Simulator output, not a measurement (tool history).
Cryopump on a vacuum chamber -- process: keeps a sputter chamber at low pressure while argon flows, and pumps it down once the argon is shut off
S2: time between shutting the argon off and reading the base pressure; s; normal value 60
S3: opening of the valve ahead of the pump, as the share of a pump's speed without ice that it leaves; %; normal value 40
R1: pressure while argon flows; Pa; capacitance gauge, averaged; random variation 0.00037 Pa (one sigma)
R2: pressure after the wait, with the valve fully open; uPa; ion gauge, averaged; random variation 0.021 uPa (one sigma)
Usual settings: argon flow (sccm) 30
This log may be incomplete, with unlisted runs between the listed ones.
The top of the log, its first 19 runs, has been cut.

-- day=25.112 pump warmed up, emptied and cooled again
run 20 day=25.708 | argon_flow_(sccm)=33 S2=150 S3=40 | R1=0.0796 R2=0.97
run 21 day=26.558 | argon_flow_(sccm)=30 S2=23 S3=57 | R1=0.0511 R2=1.73
run 22 day=27.312 | argon_flow_(sccm)=30 S2=23 S3=34 | R1=0.0857 R2=1.76
run 23 day=28.812 | argon_flow_(sccm)=17 S2=60 S3=20 | R1=0.0823 R2=1.27
run 24 day=30.229 | argon_flow_(sccm)=19 S2=60 S3=40 | R1=0.0465 R2=1.26
run 25 day=32.029 | argon_flow_(sccm)=19 S2=71 S3=23 | R1=0.0798 R2=1.25
run 26 day=33.762 | argon_flow_(sccm)=48 S2=163 S3=19 | R1=0.2449 R2=1.09
run 27 day=35.442 | argon_flow_(sccm)=30 S2=40 S3=56 | R1=0.0530 R2=1.44
run 28 day=37.154 | argon_flow_(sccm)=30 S2=65 S3=40 | R1=0.0738 R2=1.34
run 29 day=38.650 | argon_flow_(sccm)=23 S2=234 S3=40 | R1=0.0566 R2=1.06
-- day=38.938 leaking fittings of the chamber tightened, without venting
run 30 day=40.246 | argon_flow_(sccm)=23 S2=234 S3=40 | R1=0.0570 R2=0.28
run 31 day=41.708 | argon_flow_(sccm)=23 S2=234 S3=40 | R1=0.0573 R2=0.29
run 32 day=43.362 | argon_flow_(sccm)=29 S2=101 S3=40 | R1=0.0715 R2=0.44
run 33 day=44.808 | argon_flow_(sccm)=44 S2=60 S3=40 | R1=0.1101 R2=0.60
run 34 day=46.250 | argon_flow_(sccm)=44 S2=60 S3=40 | R1=0.1097 R2=0.61
run 35 day=47.229 | argon_flow_(sccm)=30 S2=47 S3=57 | R1=0.0535 R2=0.69

Each row is a separate what-if for the run after 35, all from the same tool condition, not one after another. Results?
run A day=48.054 | argon_flow_(sccm)=14 S2=57 S3=40 | R1=? R2=?
run B day=48.054 | argon_flow_(sccm)=23 S2=110 S3=15 | R1=? R2=?
run C day=48.054 | argon_flow_(sccm)=29 S2=22 S3=21 | R1=? R2=?

run=A R1=0.0346 R2=0.66
run=B R1=0.1504 R2=0.50
run=C R1=0.1354 R2=1.20
What these runs would have given with no unlogged condition in the tool:
run=A R1=0.0333 R2=0.54
run=B R1=0.1482 R2=0.37
run=C R1=0.1326 R2=1.08
